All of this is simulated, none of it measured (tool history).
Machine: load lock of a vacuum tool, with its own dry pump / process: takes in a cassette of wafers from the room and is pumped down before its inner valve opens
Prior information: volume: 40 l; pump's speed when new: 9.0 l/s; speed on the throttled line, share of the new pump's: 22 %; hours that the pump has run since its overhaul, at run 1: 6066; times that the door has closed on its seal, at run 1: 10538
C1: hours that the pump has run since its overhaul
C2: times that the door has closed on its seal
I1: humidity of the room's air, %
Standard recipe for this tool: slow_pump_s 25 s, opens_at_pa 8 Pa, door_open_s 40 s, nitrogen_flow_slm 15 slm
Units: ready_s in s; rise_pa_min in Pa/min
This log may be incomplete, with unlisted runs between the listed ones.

run 1 hour=0.0 | slow_pump_s=25 opens_at_pa=8 door_open_s=40 nitrogen_flow_slm=15 | C1=6066 C2=10538 | I1=45.7 | ready_s=64.3 rise_pa_min=0.031
run 2 hour=178.8 | slow_pump_s=25 opens_at_pa=8 door_open_s=71 nitrogen_flow_slm=15 | C1=6245 C2=11062 | I1=44.9 | ready_s=64.8 rise_pa_min=0.045
run 3 hour=275.8 | slow_pump_s=25 opens_at_pa=8 door_open_s=70 nitrogen_flow_slm=15 | C1=6342 C2=11347 | I1=46.6 | ready_s=64.6 rise_pa_min=0.048
run 4 hour=356.0 | slow_pump_s=25 opens_at_pa=8 door_open_s=70 nitrogen_flow_slm=15 | C1=6422 C2=11583 | I1=44.4 | ready_s=64.0 rise_pa_min=0.046
run 5 hour=435.7 | slow_pump_s=25 opens_at_pa=8 door_open_s=70 nitrogen_flow_slm=15 | C1=6502 C2=11817 | I1=44.4 | ready_s=64.8 rise_pa_min=0.044
run 6 hour=611.5 | slow_pump_s=25 opens_at_pa=8 door_open_s=70 nitrogen_flow_slm=15 | C1=6677 C2=12333 | I1=44.3 | ready_s=64.9 rise_pa_min=0.040
run 7 hour=719.2 | slow_pump_s=25 opens_at_pa=8 door_open_s=70 nitrogen_flow_slm=15 | C1=6785 C2=12648 | I1=43.9 | ready_s=64.9 rise_pa_min=0.037
run 8 hour=877.3 | slow_pump_s=25 opens_at_pa=8 door_open_s=70 nitrogen_flow_slm=7 | C1=6943 C2=13112 | I1=44.8 | ready_s=65.2 rise_pa_min=0.052
run 9 hour=988.5 | slow_pump_s=25 opens_at_pa=8 door_open_s=42 nitrogen_flow_slm=15 | C1=7054 C2=13439 | I1=43.9 | ready_s=65.0 rise_pa_min=0.046
run 10 hour=1089.4 | slow_pump_s=25 opens_at_pa=8 door_open_s=42 nitrogen_flow_slm=15 | C1=7155 C2=13735 | I1=46.6 | ready_s=65.5 rise_pa_min=0.041
run 11 hour=1211.0 | slow_pump_s=25 opens_at_pa=8 door_open_s=42 nitrogen_flow_slm=15 | C1=7277 C2=14092 | I1=43.5 | ready_s=65.2 rise_pa_min=0.037
run 12 hour=1327.7 | slow_pump_s=25 opens_at_pa=8 door_open_s=42 nitrogen_flow_slm=15 | C1=7393 C2=14434 | I1=46.4 | ready_s=64.9 rise_pa_min=0.045
run 13 hour=1480.7 | slow_pump_s=25 opens_at_pa=8 door_open_s=42 nitrogen_flow_slm=15 | C1=7546 C2=14883 | I1=43.0 | ready_s=65.3 rise_pa_min=0.040
run 14 hour=1631.0 | slow_pump_s=25 opens_at_pa=8 door_open_s=42 nitrogen_flow_slm=15 | C1=7697 C2=15325 | I1=41.5 | ready_s=65.0 rise_pa_min=0.043
run 15 hour=1735.2 | slow_pump_s=25 opens_at_pa=8 door_open_s=42 nitrogen_flow_slm=15 | C1=7801 C2=15630 | I1=43.0 | ready_s=65.3 rise_pa_min=0.043
run 16 hour=1904.1 | slow_pump_s=25 opens_at_pa=8 door_open_s=40 nitrogen_flow_slm=15 | C1=7970 C2=16126 | I1=44.2 | ready_s=65.3 rise_pa_min=0.046
run 17 hour=2006.6 | slow_pump_s=44 opens_at_pa=11 door_open_s=29 nitrogen_flow_slm=21 | C1=8072 C2=16427 | I1=49.2 | ready_s=78.0 rise_pa_min=0.043
run 18 hour=2082.9 | slow_pump_s=25 opens_at_pa=8 door_open_s=40 nitrogen_flow_slm=12 | C1=8149 C2=16651 | I1=42.6 | ready_s=65.5 rise_pa_min=0.048

Expected results for the next run?
run 19 hour=2173.7 | slow_pump_s=25 opens_at_pa=9 door_open_s=74 nitrogen_flow_slm=19 | C1=8240 C2=16917 | I1=42.4 | ready_s=? rise_pa_min=?

Run 19 measured ready_s 64.8 s, rise_pa_min 0.056 Pa/min.
If the tool had no hidden condition, the same run with the same run-to-run variation would have returned ready_s 61.2 s, rise_pa_min 0.027 Pa/min.

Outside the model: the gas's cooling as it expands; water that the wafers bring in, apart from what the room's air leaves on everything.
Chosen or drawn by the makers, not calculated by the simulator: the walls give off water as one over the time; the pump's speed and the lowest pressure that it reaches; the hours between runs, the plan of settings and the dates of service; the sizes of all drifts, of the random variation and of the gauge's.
